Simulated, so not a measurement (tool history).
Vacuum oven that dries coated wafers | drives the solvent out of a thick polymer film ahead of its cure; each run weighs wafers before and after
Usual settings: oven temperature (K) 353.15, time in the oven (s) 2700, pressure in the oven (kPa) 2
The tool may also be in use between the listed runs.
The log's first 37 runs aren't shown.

run 38 hour=856.2 | oven_temperature_(K)=338.15 time_in_the_oven_(s)=1560 pressure_in_the_oven_(kPa)=1.54 | solvent_left_in_the_film_(%)=11.93
run 39 hour=875.4 | oven_temperature_(K)=341.15 time_in_the_oven_(s)=3240 pressure_in_the_oven_(kPa)=5.93 | solvent_left_in_the_film_(%)=7.43
run 40 hour=906.5 | oven_temperature_(K)=352.15 time_in_the_oven_(s)=2700 pressure_in_the_oven_(kPa)=2.18 | solvent_left_in_the_film_(%)=3.18
run 41 hour=937.4 | oven_temperature_(K)=352.15 time_in_the_oven_(s)=2940 pressure_in_the_oven_(kPa)=7.71 | solvent_left_in_the_film_(%)=3.9
run 42 hour=957.1 | oven_temperature_(K)=352.15 time_in_the_oven_(s)=2940 pressure_in_the_oven_(kPa)=7.71 | solvent_left_in_the_film_(%)=3.8
run 43 hour=974.4 | oven_temperature_(K)=352.15 time_in_the_oven_(s)=3060 pressure_in_the_oven_(kPa)=4.02 | solvent_left_in_the_film_(%)=2.9
run 44 hour=997.6 | oven_temperature_(K)=352.15 time_in_the_oven_(s)=3060 pressure_in_the_oven_(kPa)=4.02 | solvent_left_in_the_film_(%)=2.97
run 45 hour=1020.4 | oven_temperature_(K)=352.15 time_in_the_oven_(s)=3060 pressure_in_the_oven_(kPa)=4.02 | solvent_left_in_the_film_(%)=2.98
run 46 hour=1041 | oven_temperature_(K)=353.15 time_in_the_oven_(s)=2100 pressure_in_the_oven_(kPa)=2 | solvent_left_in_the_film_(%)=4.28
run 47 hour=1069.5 | oven_temperature_(K)=355.15 time_in_the_oven_(s)=2220 pressure_in_the_oven_(kPa)=6.95 | solvent_left_in_the_film_(%)=4

4 ways to go on from here, each from the tool as it stands after run 47. What would each give?
run A hour=1083.2 | oven_temperature_(K)=353.15 time_in_the_oven_(s)=3360 pressure_in_the_oven_(kPa)=2 | solvent_left_in_the_film_(%)=?
run B hour=1083.2 | oven_temperature_(K)=343.15 time_in_the_oven_(s)=3360 pressure_in_the_oven_(kPa)=2 | solvent_left_in_the_film_(%)=?
run C hour=1083.2 | oven_temperature_(K)=355.15 time_in_the_oven_(s)=4080 pressure_in_the_oven_(kPa)=6.95 | solvent_left_in_the_film_(%)=?
run D hour=1083.2 | oven_temperature_(K)=366.15 time_in_the_oven_(s)=2820 pressure_in_the_oven_(kPa)=2 | solvent_left_in_the_film_(%)=?

run=A solvent_left_in_the_film_(%)=1.94
run=B solvent_left_in_the_film_(%)=5.32
run=C solvent_left_in_the_film_(%)=1.97
run=D solvent_left_in_the_film_(%)=0.47
Without the tool's hidden state the same runs would have given:
run=A solvent_left_in_the_film_(%)=1.85
run=B solvent_left_in_the_film_(%)=5.18
run=C solvent_left_in_the_film_(%)=1.89
run=D solvent_left_in_the_film_(%)=0.42
